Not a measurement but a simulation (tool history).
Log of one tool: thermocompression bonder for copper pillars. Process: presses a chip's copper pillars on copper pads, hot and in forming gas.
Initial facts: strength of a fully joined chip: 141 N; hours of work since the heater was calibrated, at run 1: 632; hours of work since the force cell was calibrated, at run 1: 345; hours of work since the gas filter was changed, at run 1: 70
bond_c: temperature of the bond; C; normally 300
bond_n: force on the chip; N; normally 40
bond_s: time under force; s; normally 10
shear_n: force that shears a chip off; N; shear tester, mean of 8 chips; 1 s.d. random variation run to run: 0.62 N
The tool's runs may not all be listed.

run	hour	bond_c	bond_n	bond_s	hours of work since the heater was calibrated	hours of work since the force cell was calibrated	hours of work since the gas filter was changed	shear_n
1	0	300	40	10	632	345	70	79.6
2	10.1	300	40	8	639	352	78	73.9
3	28.9	300	25	10	653	366	91	63.1
4	41.3	277	40	10	662	375	100	62.9
5	51.6	277	40	10	670	383	108	62.7
6	65.7	277	40	10	680	393	118	62.7
7	77.8	277	40	10	689	402	127	61.6
8	88.4	300	30	10	697	410	135	68.4
9	104.7	300	40	8	709	422	147	72.3
10	123.5	300	34	10	723	436	161	72.6
11	134.4	300	59	10	731	444	169	91.5
12	147.2	300	40	10	740	453	179	76.5
13	164.2	300	40	10	753	466	191	77
14	179.8	310	40	10	764	477	203	84.2
15	196.5	310	40	10	777	489	215	83.2
16	212	310	40	10	788	501	226	84.4
17	226	283	30	29	798	511	237	80.3
# hour 229.6: heater calibrated with a thermocouple chip
18	236.1	288	30	11	5	517	243	60.1
19	244.2	326	54	10	11	523	249	100.8
20	257.4	326	54	10	21	533	258	101.6
21	276.5	273	56	6	35	547	272	54.7
22	294.5	300	59	6	48	560	286	74.1
23	306.3	295	46	12	57	569	294	79.1
# hour 322: heater calibrated with a thermocouple chip, once more
24	323.2	295	46	12	1	580	305	87.5
25	340.5	295	46	12	14	593	318	87.4
26	348.4	295	45	21	19	598	324	100.6
27	367.5	279	45	21	33	613	338	88.1
28	383.6	300	44	10	45	624	350	84.7
29	398.7	293	50	10	56	635	361	84.1
30	411.2	329	40	6	66	645	370	86.1
31	423.1	295	48	6	74	653	379	70.7

Some steps in shear_n between neighbouring runs. How much of each would the tool show without its hidden state too (settings, what came in, random variation), and how much is left for the hidden state, with any gauge scatter that isn't in both results?
The hidden state here: true temperature of the bond over the reading, C; force that reaches the chip, % of what is set; oxide that the forming gas leaves, % of the face; drift of the gauge itself on shear_n, %.
Run 16 -> 17: bond_c 310 -> 283, bond_n 40 -> 30, bond_s 10 -> 29. shear_n -4.1 N: hidden state -0.7, all else -3.4.
Run 17 -> 18: bond_c 283 -> 288, bond_s 29 -> 11, heater calibrated with a thermocouple chip. shear_n -20.2 N: hidden state -0.5, all else -19.7.
Run 18 -> 19: bond_c 288 -> 326, bond_n 30 -> 54, bond_s 11 -> 10. shear_n +40.7 N: hidden state -0.2, all else +40.9.
Run 20 -> 21: bond_c 326 -> 273, bond_n 54 -> 56, bond_s 10 -> 6. shear_n -46.9 N: hidden state +0.1, all else -47.
Run 21 -> 22: bond_c 273 -> 300, bond_n 56 -> 59. shear_n +19.4 N: hidden state -0.9, all else +20.3.
Run 23 -> 24: heater calibrated with a thermocouple chip, once more. shear_n +8.4 N: hidden state +8.2, all else +0.2.

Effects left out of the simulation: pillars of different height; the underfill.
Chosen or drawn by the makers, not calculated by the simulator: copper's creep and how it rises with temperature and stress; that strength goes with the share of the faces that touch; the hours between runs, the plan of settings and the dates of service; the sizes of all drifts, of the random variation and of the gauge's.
